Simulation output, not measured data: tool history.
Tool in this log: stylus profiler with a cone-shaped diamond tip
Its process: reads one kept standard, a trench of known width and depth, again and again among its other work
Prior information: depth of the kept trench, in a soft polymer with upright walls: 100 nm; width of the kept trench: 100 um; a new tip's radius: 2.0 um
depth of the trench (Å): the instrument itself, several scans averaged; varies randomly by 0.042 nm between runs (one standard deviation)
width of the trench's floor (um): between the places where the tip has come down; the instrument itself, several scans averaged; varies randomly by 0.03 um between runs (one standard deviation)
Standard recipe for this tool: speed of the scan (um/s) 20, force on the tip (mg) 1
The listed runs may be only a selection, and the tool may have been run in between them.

run    hour  speed of the scan (um/s)  force on the tip (mg)  depth of the trench (Å)  width of the trench's floor (um)
  1       0                        20                      1                     1007                             98.29
  2    48.2                        20                      1                   1006.3                              98.3
  3    87.8                        20                      1                   1006.5                             98.33
  4   131.1                        20                      1                   1005.9                             98.25
  5   183.8                        20                      1                   1005.9                             98.33
  6   221.6                        20                      1                   1006.6                             98.32
  7   276.5                        20                      1                   1007.1                             98.23
  8   328.1                        16                      1                   1006.9                             98.28
  9   395.8                        16                      1                   1006.7                             98.24
 10   446.4                        23                      1                   1006.6                             98.25
 11   504.5                        23                   0.36                   1004.7                             98.17
 12   568.3                        20                      1                   1007.1                             98.22
 13     601                        20                      1                   1006.8                             98.22
        638  -- height scale calibrated on a step standard
 14   645.4                        20                      1                   1009.6                             98.16
 15     704                        20                   0.42                   1007.9                             98.18
 16   768.6                        20                   0.42                   1008.5                             98.17
 17     824                        20                   0.42                   1007.8                             98.14
 18   882.4                        20                   0.42                   1008.6                             98.12
 19   920.1                        20                   0.42                     1008                             98.11
 20   962.8                        20                   0.42                   1007.5                              98.1
      972.6  -- height scale calibrated on a step standard, once more
 21  1024.7                        20                   0.42                   1002.3                             98.14
 22  1055.6                        20                      1                   1003.7                             98.17
 23  1122.8                        20                   1.02                   1004.1                             98.13
 24  1192.7                        20                   1.02                   1004.5                             98.08
 25  1223.4                        20                   1.02                   1004.2                             98.13
 26  1253.8                         7                   1.95                   1005.4                             98.18
 27  1288.1                         9                   0.72                   1003.8                             98.15
 28  1350.2                         9                   0.72                   1003.2                             98.15
 29    1420                        17                   2.76                   1007.1                             98.14
 30  1487.1                        55                   1.24                   1005.2                             97.96
 31  1539.3                        12                    0.4                   1002.6                             98.13
 32  1572.4                        51                   0.85                   1004.1                             97.98
 33  1607.2                        51                   0.85                   1003.6                             97.95
 34  1637.3                        33                   1.92                   1007.3                             98.05
 35  1693.9                        68                   0.67                   1003.6                             97.82
 36    1725                        68                   0.67                     1004                             97.82
 37  1795.7                         9                   2.57                   1007.9                              98.1
 38  1853.8                         9                   2.57                   1008.1                             98.14
 39  1900.6                         9                   2.57                     1008                             98.13
 40  1953.9                        24                   1.01                   1005.8                             98.04
 41  1998.7                        14                   0.79                   1004.1                             98.07
 42  2053.8                        14                   0.59                   1004.7                             98.04
 43  2105.7                        65                    0.4                   1003.2                             97.69
 44  2166.5                        21                   0.51                     1004                             98.01
 45  2219.3                        12                   0.56                     1004                                98
 46  2287.9                        14                   0.95                   1005.8                             97.98

Difference, measured minus no-hidden-state, one row per run. Run-to-run variation is common to both terms; the gauge's own scatter need not be:
The tool's hidden condition here consists of: radius of the tip, um; height scale over the true one, %; drift of the gauge itself on depth_nm, %; drift of the gauge itself on floor_um, %.
run  depth of the trench (Å)  width of the trench's floor (um)
  1                     +2.7                             -0.37
  2                     +2.7                             -0.38
  3                     +2.8                             -0.38
  4                     +2.8                             -0.39
  5                     +2.9                              -0.4
  6                     +2.9                             -0.41
  7                       +3                             -0.42
  8                     +3.1                             -0.42
  9                     +3.2                             -0.43
 10                     +3.2                             -0.44
 11                     +3.3                             -0.45
 12                     +3.4                             -0.46
 13                     +3.4                             -0.46
 14                     +5.5                             -0.47
 15                     +5.6                             -0.48
 16                     +5.7                             -0.49
 17                     +5.8                              -0.5
 18                     +5.8                             -0.51
 19                     +5.9                             -0.51
 20                       +6                             -0.52
 21                     +0.3                             -0.52
 22                     +0.3                             -0.53
 23                     +0.4                             -0.54
 24                     +0.5                             -0.55
 25                     +0.5                             -0.56
 26                     +0.5                             -0.56
 27                     +0.6                             -0.56
 28                     +0.7                             -0.57
 29                     +0.8                             -0.58
 30                     +0.8                             -0.59
 31                     +0.9                              -0.6
 32                       +1                             -0.61
 33                       +1                             -0.61
 34                       +1                             -0.61
 35                     +1.1                             -0.63
 36                     +1.2                             -0.62
 37                     +1.2                             -0.64
 38                     +1.2                             -0.64
 39                     +1.3                             -0.65
 40                     +1.4                             -0.66
 41                     +1.5                             -0.67
 42                     +1.5                             -0.67
 43                     +1.6                             -0.68
 44                     +1.7                             -0.69
 45                     +1.8                             -0.69
 46                     +1.8                              -0.7

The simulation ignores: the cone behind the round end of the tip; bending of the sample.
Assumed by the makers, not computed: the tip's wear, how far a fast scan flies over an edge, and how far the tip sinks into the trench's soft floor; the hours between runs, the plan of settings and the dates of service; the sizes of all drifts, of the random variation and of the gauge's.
